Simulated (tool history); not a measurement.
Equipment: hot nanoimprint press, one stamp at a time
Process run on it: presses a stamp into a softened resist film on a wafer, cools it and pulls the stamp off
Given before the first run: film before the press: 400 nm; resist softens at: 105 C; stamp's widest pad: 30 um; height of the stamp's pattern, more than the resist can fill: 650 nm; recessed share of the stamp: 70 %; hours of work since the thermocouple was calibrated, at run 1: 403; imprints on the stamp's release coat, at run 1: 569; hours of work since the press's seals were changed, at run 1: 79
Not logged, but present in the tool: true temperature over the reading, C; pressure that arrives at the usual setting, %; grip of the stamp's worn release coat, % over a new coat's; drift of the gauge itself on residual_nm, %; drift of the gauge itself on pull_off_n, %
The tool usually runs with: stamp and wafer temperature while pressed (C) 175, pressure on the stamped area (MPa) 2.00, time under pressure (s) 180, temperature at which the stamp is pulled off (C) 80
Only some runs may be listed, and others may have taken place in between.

run,hour,stamp and wafer temperature while pressed (C),pressure on the stamped area (MPa),time under pressure (s),temperature at which the stamp is pulled off (C),hours of work since the thermocouple was calibrated,imprints on the stamp's release coat,hours of work since the press's seals were changed,resist left under the stamp's widest pad (Å),greatest force while the stamp is pulled off (N)
1,0.0,175,2.00,180,80,403,569,79,1916,171
2,47.4,175,2.00,180,80,432,784,109,1905,177
# hour 52.9: plate thermocouple calibrated
3,91.0,175,2.00,180,68,24,968,134,1903,185
4,114.9,175,2.00,180,68,39,1076,150,1909,192
5,159.4,175,2.00,180,80,67,1277,178,1909,179
6,202.3,175,1.70,180,80,94,1471,205,2059,173
7,255.2,175,2.00,180,80,127,1711,238,1899,173
8,295.7,175,1.62,103,81,153,1894,263,2488,176
9,324.5,179,1.49,95,74,171,2025,281,2307,181
10,376.3,178,1.40,304,86,204,2259,314,1647,166
# hour 396.5: stamp cleaned and given a new release coat
11,430.9,178,1.40,316,86,234,155,345,1630,167
12,455.1,178,1.40,316,86,249,265,360,1622,168
13,481.3,186,1.89,327,65,266,383,376,977,191
14,517.3,186,1.89,327,65,289,547,399,974,187

Here are 5 independent what-if runs from the current tool condition. What would each one return?
A,570.7,186,1.72,335,65,322,788,433,?,?
B,570.7,186,2.38,144,71,322,788,433,?,?
C,570.7,186,1.89,166,66,322,788,433,?,?
D,570.7,185,1.89,102,81,322,788,433,?,?
E,570.7,186,1.89,193,65,322,788,433,?,?

run,resist left under the stamp's widest pad (Å),greatest force while the stamp is pulled off (N)
A,1005,192
B,1205,187
C,1276,188
D,1624,174
E,1211,196
Without the tool's hidden state the same runs would have given:
run,resist left under the stamp's widest pad (Å),greatest force while the stamp is pulled off (N)
A,1005,191
B,1205,186
C,1277,187
D,1625,173
E,1212,195
